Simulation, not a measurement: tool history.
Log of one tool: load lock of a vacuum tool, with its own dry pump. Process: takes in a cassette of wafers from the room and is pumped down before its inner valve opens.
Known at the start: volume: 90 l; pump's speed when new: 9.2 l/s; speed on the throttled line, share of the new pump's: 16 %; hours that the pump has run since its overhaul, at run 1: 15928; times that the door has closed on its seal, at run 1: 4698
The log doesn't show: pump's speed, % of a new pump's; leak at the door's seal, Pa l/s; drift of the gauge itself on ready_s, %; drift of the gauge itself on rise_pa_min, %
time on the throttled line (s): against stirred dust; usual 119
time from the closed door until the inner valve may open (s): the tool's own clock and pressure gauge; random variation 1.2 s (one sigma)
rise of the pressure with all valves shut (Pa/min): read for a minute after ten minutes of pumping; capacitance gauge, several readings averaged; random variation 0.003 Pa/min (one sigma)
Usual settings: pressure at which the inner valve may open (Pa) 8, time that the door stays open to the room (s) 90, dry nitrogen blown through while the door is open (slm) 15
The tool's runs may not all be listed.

| run | hour | time on the throttled line (s) | pressure at which the inner valve may open (Pa) | time that the door stays open to the room (s) | dry nitrogen blown through while the door is open (slm) | hours that the pump has run since its overhaul | times that the door has closed on its seal | incoming humidity of the room's air, % | time from the closed door until the inner valve may open (s) | rise of the pressure with all valves shut (Pa/min) |
|---|---|---|---|---|---|---|---|---|---|---|
| 1 | 0.0 | 119 | 8 | 90 | 15 | 15928 | 4698 | 45.7 | 213.8 | 0.066 |
| 2 | 44.9 | 119 | 8 | 90 | 15 | 15973 | 4777 | 42.8 | 213.4 | 0.061 |
| 3 | 126.4 | 119 | 8 | 90 | 15 | 16054 | 4919 | 47.5 | 216.4 | 0.066 |
| 4 | 193.8 | 119 | 8 | 90 | 15 | 16121 | 5037 | 42.1 | 214.1 | 0.056 |
| 5 | 241.7 | 68 | 8 | 90 | 15 | 16169 | 5121 | 44.9 | 174.7 | 0.067 |
| 6 | 329.7 | 87 | 8 | 90 | 15 | 16257 | 5275 | 45.5 | 190.6 | 0.059 |
| 7 | 409.0 | 87 | 8 | 90 | 15 | 16337 | 5414 | 43.3 | 189.8 | 0.060 |
| 8 | 474.4 | 87 | 8 | 90 | 15 | 16402 | 5529 | 45.0 | 192.7 | 0.064 |
| 9 | 527.0 | 87 | 8 | 90 | 15 | 16455 | 5621 | 47.0 | 189.1 | 0.067 |
| 10 | 590.4 | 87 | 8 | 90 | 15 | 16518 | 5732 | 46.1 | 191.2 | 0.060 |
| 11 | 655.6 | 119 | 8 | 131 | 15 | 16583 | 5846 | 44.8 | 215.7 | 0.078 |
| 12 | 742.2 | 119 | 16 | 90 | 15 | 16670 | 5998 | 46.6 | 208.0 | 0.069 |
| 13 | 800.2 | 119 | 16 | 90 | 15 | 16728 | 6099 | 47.6 | 207.4 | 0.065 |
| 14 | 863.8 | 119 | 10 | 90 | 15 | 16791 | 6211 | 44.9 | 214.0 | 0.066 |
| 15 | 945.5 | 89 | 10 | 90 | 15 | 16873 | 6354 | 44.8 | 190.7 | 0.068 |
| 16 | 991.4 | 119 | 8 | 90 | 15 | 16919 | 6434 | 42.4 | 216.4 | 0.062 |
| 17 | 1062.1 | 119 | 11 | 90 | 15 | 16990 | 6558 | 46.2 | 211.2 | 0.068 |
| 18 | 1138.3 | 119 | 11 | 90 | 15 | 17066 | 6692 | 45.1 | 213.5 | 0.066 |
| 19 | 1226.7 | 145 | 11 | 190 | 15 | 17154 | 6847 | 46.0 | 233.7 | 0.102 |
| 20 | 1322.6 | 97 | 10 | 190 | 15 | 17250 | 7015 | 46.0 | 197.3 | 0.100 |
|  | 1374.2 | dry pump taken out, an overhauled one fitted |
| 21 | 1382.0 | 135 | 12 | 93 | 15 | 8 | 7108 | 48.1 | 202.2 | 0.075 |
| 22 | 1428.3 | 119 | 8 | 90 | 14 | 54 | 7189 | 44.0 | 192.4 | 0.071 |
| 23 | 1523.7 | 119 | 6 | 90 | 6 | 150 | 7356 | 44.7 | 196.2 | 0.078 |
| 24 | 1567.5 | 132 | 14 | 92 | 6 | 193 | 7433 | 42.7 | 199.4 | 0.078 |
| 25 | 1629.4 | 66 | 11 | 116 | 32 | 255 | 7541 | 46.3 | 146.1 | 0.062 |
| 26 | 1692.7 | 211 | 7 | 38 | 7 | 319 | 7652 | 45.4 | 270.1 | 0.052 |
| 27 | 1788.5 | 211 | 7 | 38 | 7 | 414 | 7820 | 46.0 | 269.1 | 0.053 |
| 28 | 1886.1 | 211 | 7 | 38 | 7 | 512 | 7991 | 45.1 | 270.5 | 0.057 |
| 29 | 1949.7 | 119 | 8 | 30 | 7 | 576 | 8102 | 47.2 | 193.6 | 0.047 |
| 30 | 1993.7 | 184 | 7 | 230 | 15 | 619 | 8179 | 41.8 | 249.6 | 0.106 |
| 31 | 2037.5 | 92 | 9 | 43 | 18 | 663 | 8256 | 44.5 | 169.1 | 0.053 |
| 32 | 2137.9 | 92 | 9 | 43 | 18 | 764 | 8432 | 47.5 | 170.8 | 0.055 |
| 33 | 2211.4 | 119 | 8 | 95 | 15 | 837 | 8561 | 43.4 | 194.3 | 0.075 |
| 34 | 2254.8 | 119 | 12 | 71 | 15 | 881 | 8637 | 46.0 | 189.6 | 0.063 |
| 35 | 2321.0 | 119 | 12 | 71 | 15 | 947 | 8753 | 45.1 | 188.7 | 0.065 |
| 36 | 2422.0 | 119 | 12 | 46 | 32 | 1048 | 8929 | 42.8 | 188.9 | 0.049 |

Forecast each of these 4 alternatives for the next run:
| A | 2463.2 | 119 | 8 | 78 | 11 | 1089 | 9002 | 46.9 | ? | ? |
| B | 2463.2 | 118 | 12 | 41 | 32 | 1089 | 9002 | 44.5 | ? | ? |
| C | 2463.2 | 119 | 8 | 90 | 6 | 1089 | 9002 | 44.1 | ? | ? |
| D | 2463.2 | 117 | 10 | 90 | 8 | 1089 | 9002 | 44.5 | ? | ? |

| run | time from the closed door until the inner valve may open (s) | rise of the pressure with all valves shut (Pa/min) |
|---|---|---|
| A | 194.6 | 0.077 |
| B | 188.1 | 0.039 |
| C | 192.4 | 0.090 |
| D | 187.8 | 0.085 |
Without the tool's hidden state the same runs would have given:
| run | time from the closed door until the inner valve may open (s) | rise of the pressure with all valves shut (Pa/min) |
|---|---|---|
| A | 193.7 | 0.056 |
| B | 187.3 | 0.018 |
| C | 191.5 | 0.069 |
| D | 186.9 | 0.063 |
